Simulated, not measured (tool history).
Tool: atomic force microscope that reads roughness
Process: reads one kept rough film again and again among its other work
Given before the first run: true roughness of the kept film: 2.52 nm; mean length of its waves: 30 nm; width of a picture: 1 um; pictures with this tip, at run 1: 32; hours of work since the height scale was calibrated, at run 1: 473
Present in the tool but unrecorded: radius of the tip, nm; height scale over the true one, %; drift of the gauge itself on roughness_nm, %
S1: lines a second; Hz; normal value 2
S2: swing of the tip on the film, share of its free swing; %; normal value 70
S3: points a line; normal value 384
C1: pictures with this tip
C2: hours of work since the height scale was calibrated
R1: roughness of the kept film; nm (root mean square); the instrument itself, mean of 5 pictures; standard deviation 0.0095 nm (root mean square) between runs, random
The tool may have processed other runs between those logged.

{"run": 1, "hour": 0.0, "S1": 2, "S2": 70, "S3": 384, "C1": 32, "C2": 473, "R1": 2.105}
{"run": 2, "hour": 36.6, "S1": 2, "S2": 70, "S3": 384, "C1": 78, "C2": 502, "R1": 2.056}
{"run": 3, "hour": 65.8, "S1": 2, "S2": 70, "S3": 384, "C1": 114, "C2": 525, "R1": 2.008}
{"run": 4, "hour": 95.2, "S1": 2.61, "S2": 70, "S3": 384, "C1": 152, "C2": 549, "R1": 1.931}
{"run": 5, "hour": 128.0, "S1": 2.61, "S2": 70, "S3": 384, "C1": 193, "C2": 575, "R1": 1.906}
{"hour": 136.8, "done": "new tip fitted"}
{"run": 6, "hour": 166.2, "S1": 2.61, "S2": 70, "S3": 501, "C1": 37, "C2": 605, "R1": 2.086}
{"run": 7, "hour": 190.8, "S1": 2.61, "S2": 70, "S3": 501, "C1": 68, "C2": 624, "R1": 2.034}
{"run": 8, "hour": 208.1, "S1": 2, "S2": 70, "S3": 384, "C1": 90, "C2": 638, "R1": 2.039}
{"run": 9, "hour": 238.5, "S1": 2, "S2": 70, "S3": 384, "C1": 129, "C2": 662, "R1": 1.981}
{"run": 10, "hour": 272.8, "S1": 2, "S2": 70, "S3": 384, "C1": 172, "C2": 689, "R1": 1.96}
{"hour": 298.5, "done": "new tip fitted"}
{"run": 11, "hour": 311.2, "S1": 2, "S2": 70, "S3": 384, "C1": 16, "C2": 719, "R1": 2.12}
{"run": 12, "hour": 339.6, "S1": 2, "S2": 70, "S3": 742, "C1": 52, "C2": 742, "R1": 2.088}
{"run": 13, "hour": 376.4, "S1": 2, "S2": 70, "S3": 742, "C1": 99, "C2": 771, "R1": 2.048}
{"run": 14, "hour": 394.5, "S1": 2, "S2": 70, "S3": 742, "C1": 121, "C2": 785, "R1": 2.035}

For run 15, what comes out?
{"run": 15, "hour": 417.3, "S1": 2, "S2": 70, "S3": 742, "C1": 150, "C2": 803, "R1": "?"}

{"run 15": {"R1": 1.986}}
Were there no unlogged condition in the tool, this run, its random variation unchanged, would have produced R1 2.164 nm (root mean square).
